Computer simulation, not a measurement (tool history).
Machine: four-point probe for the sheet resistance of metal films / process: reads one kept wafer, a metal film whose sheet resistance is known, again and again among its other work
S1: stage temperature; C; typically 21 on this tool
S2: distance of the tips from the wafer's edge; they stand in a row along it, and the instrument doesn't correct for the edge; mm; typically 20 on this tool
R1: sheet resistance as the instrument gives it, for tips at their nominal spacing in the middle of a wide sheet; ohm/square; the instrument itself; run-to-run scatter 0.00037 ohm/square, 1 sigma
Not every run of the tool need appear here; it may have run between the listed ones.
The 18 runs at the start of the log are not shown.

run	day	S1	S2	R1
19	72.108	21	43	1.867245
20	77.067	21	20	1.869748
21	79.938	21	20	1.869468
22	85.392	21	20	1.870175
23	90.696	22	8	1.884294
# day 91.038: stage's thermometer calibrated
24	96.204	22	8	1.885347
25	100.388	31	5	1.91352
26	104.871	31	3	1.980307
27	107.629	24	7	1.891985
# day 112.312: stage's thermometer calibrated, once more
28	113.012	24	22	1.874847
29	115.6	24	22	1.87645
30	118.896	33	22	1.880388
31	122.004	21	35	1.873683
# day 123.696: new probe head fitted
32	127.258	21	30	1.853057

What does the tool deliver on the next run?
33	131.058	26	4	?

{"run 33": {"R1": 1.914627}}
The same run, on a tool lacking any hidden state, would have yielded R1 1.910656 ohm/square.
